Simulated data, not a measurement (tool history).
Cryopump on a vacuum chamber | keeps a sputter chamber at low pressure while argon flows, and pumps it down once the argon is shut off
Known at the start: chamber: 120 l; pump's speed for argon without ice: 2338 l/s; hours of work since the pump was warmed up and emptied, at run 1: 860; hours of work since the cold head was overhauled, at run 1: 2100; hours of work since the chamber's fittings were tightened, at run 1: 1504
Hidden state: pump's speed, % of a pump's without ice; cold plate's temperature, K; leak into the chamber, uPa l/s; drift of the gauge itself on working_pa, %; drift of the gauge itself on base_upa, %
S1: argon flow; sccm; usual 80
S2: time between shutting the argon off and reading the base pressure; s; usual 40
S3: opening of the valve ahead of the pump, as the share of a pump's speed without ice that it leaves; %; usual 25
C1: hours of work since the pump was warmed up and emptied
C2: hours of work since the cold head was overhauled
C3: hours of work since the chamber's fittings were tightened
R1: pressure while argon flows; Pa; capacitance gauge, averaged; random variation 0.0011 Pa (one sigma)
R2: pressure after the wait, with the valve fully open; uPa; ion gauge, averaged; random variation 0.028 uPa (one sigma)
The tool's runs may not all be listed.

run	hour	S1	S2	S3	C1	C2	C3	R1	R2
1	0.0	80	40	25	860	2100	1504	0.2405	2.53
2	72.5	36	40	25	924	2164	1568	0.1098	2.65
3	112.8	80	40	25	959	2199	1603	0.2429	2.72
4	177.9	57	40	25	1017	2256	1660	0.1748	2.66
5	255.1	57	40	25	1084	2324	1728	0.1737	2.76
6	319.6	57	40	25	1141	2381	1785	0.1760	2.85
# hour 351.9: pump warmed up, emptied and cooled again
7	403.8	80	276	25	46	2451	1854	0.2343	1.64
8	462.1	80	40	25	97	2502	1906	0.2334	2.66
9	506.5	80	40	49	136	2541	1945	0.1216	2.64
10	560.5	80	40	49	183	2588	1992	0.1221	2.71
11	612.8	80	40	49	229	2634	2038	0.1214	2.77
12	649.2	80	40	49	261	2666	2070	0.1226	2.74
# hour 676.4: leaking fittings of the chamber tightened, without venting
13	722.9	80	40	49	324	2729	41	0.1232	1.35
14	786.7	118	40	25	380	2785	97	0.3500	1.37
15	849.0	80	40	19	435	2840	152	0.3127	1.41
16	886.7	80	40	19	468	2873	185	0.3110	1.44
17	962.1	80	40	19	534	2939	251	0.3127	1.47
18	1032.8	80	40	16	597	3002	313	0.3733	1.50
19	1114.4	138	104	31	668	3073	385	0.3382	0.89
20	1177.1	80	40	24	723	3128	440	0.2514	1.68
21	1248.7	140	28	15	786	3191	503	0.6898	2.23
22	1309.2	47	28	27	840	3245	556	0.1330	2.27
23	1353.0	133	22	28	878	3283	595	0.3679	2.88
24	1394.9	133	22	28	915	3320	631	0.3614	2.72
25	1453.1	108	48	22	966	3371	683	0.3716	1.72
26	1500.3	61	94	16	1007	3412	724	0.2848	1.26
27	1565.6	61	94	16	1065	3470	781	0.2881	1.36
28	1625.2	63	94	21	1117	3522	834	0.2279	1.36
# hour 1687.6: pump warmed up, emptied and cooled again
29	1689.4	78	40	33	2	3574	886	0.1743	1.99
30	1755.3	78	40	21	59	3632	944	0.2722	1.98
31	1790.6	149	114	17	91	3663	975	0.6387	1.31
32	1828.8	149	114	17	124	3697	1008	0.6402	1.30
33	1907.5	149	114	17	193	3766	1078	0.6435	1.36

The same runs without the tool's hidden state, with the same run-to-run variation:
run	R1	R2
1	0.2294	1.29
2	0.1044	1.32
3	0.2305	1.35
4	0.1654	1.29
5	0.1637	1.30
6	0.1654	1.31
7	0.2319	0.33
8	0.2305	1.30
9	0.1183	1.28
10	0.1183	1.28
11	0.1172	1.30
12	0.1180	1.25
13	0.1180	1.30
14	0.3415	1.28
15	0.3063	1.28
16	0.3042	1.28
17	0.3051	1.26
18	0.3650	1.25
19	0.3224	0.56
20	0.2416	1.30
21	0.6715	1.79
22	0.1264	1.78
23	0.3483	2.34
24	0.3414	2.18
25	0.3545	1.10
26	0.2747	0.61
27	0.2774	0.64
28	0.2164	0.60
29	0.1710	1.33
30	0.2684	1.28
31	0.6308	0.57
32	0.6316	0.52
33	0.6336	0.52
